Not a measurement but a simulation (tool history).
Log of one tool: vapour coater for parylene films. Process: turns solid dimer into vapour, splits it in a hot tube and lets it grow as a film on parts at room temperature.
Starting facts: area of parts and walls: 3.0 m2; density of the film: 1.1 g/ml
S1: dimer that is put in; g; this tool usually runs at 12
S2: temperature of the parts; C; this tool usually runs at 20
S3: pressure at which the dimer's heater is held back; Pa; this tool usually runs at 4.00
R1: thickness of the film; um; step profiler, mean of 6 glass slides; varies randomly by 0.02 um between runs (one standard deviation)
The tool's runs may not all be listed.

run     day  S1  S2    S3    R1
  1   0.000  12  20  4.00  2.24
  2   1.204  12  20  4.00  2.26
  3   2.367  12  20  2.82  2.36
  4   3.117  12  20  2.82  2.33
  5   3.808  12  20  4.00  2.28
  6   5.004  12  23  4.00  1.93
  7   5.596  12  23  9.83  1.78
  8   6.342  12  20  4.00  2.24
  9   7.362  12  20  4.00  2.24
 10   8.325  12  20  4.00  2.27
 11   9.408  12  20  4.00  2.20
 12  10.204  12  20  4.00  2.22
 13  11.129  12  20  4.00  2.22
 14  12.012  12  20  7.20  2.07
 15  13.217  12  20  3.04  2.27
 16  13.896  12  24  4.00  1.82
 17  14.579  12  24  4.00  1.79
 18  15.471  17  24  6.46  2.44
 19  16.175  17  32  6.46  1.62
 20  16.862  22  14  4.00  5.35
 21  17.775  22  14  4.00  5.41
 22  18.504   8  15  7.34  1.72
 23  19.817  13  28  5.13  1.56
 24  21.042  13  28  5.13  1.53
 25  21.929   6  16  4.63  1.30
 26  22.988   8  15  6.47  1.75
 27  24.100   9  20  4.00  1.59
 28  24.942  13  20  4.00  2.31
 29  26.075  21  20  3.43  3.76
 30  26.662  12  25  4.00  1.68
     27.608  -- trap's valve overhauled
 31  27.646  12  17  6.84  2.55
 32  28.962  14  15  7.29  3.22

Forecast each of these 3 alternatives for the next run:
  A  30.221  12  21  4.00   ?
  B  30.221  12  21  3.31   ?
  C  30.221   6  15  7.29   ?

run    R1
  A  2.19
  B  2.24
  C  1.38
The same runs, with their run-to-run variation unchanged, on a tool lacking any hidden condition would have given:
run    R1
  A  2.09
  B  2.14
  C  1.31

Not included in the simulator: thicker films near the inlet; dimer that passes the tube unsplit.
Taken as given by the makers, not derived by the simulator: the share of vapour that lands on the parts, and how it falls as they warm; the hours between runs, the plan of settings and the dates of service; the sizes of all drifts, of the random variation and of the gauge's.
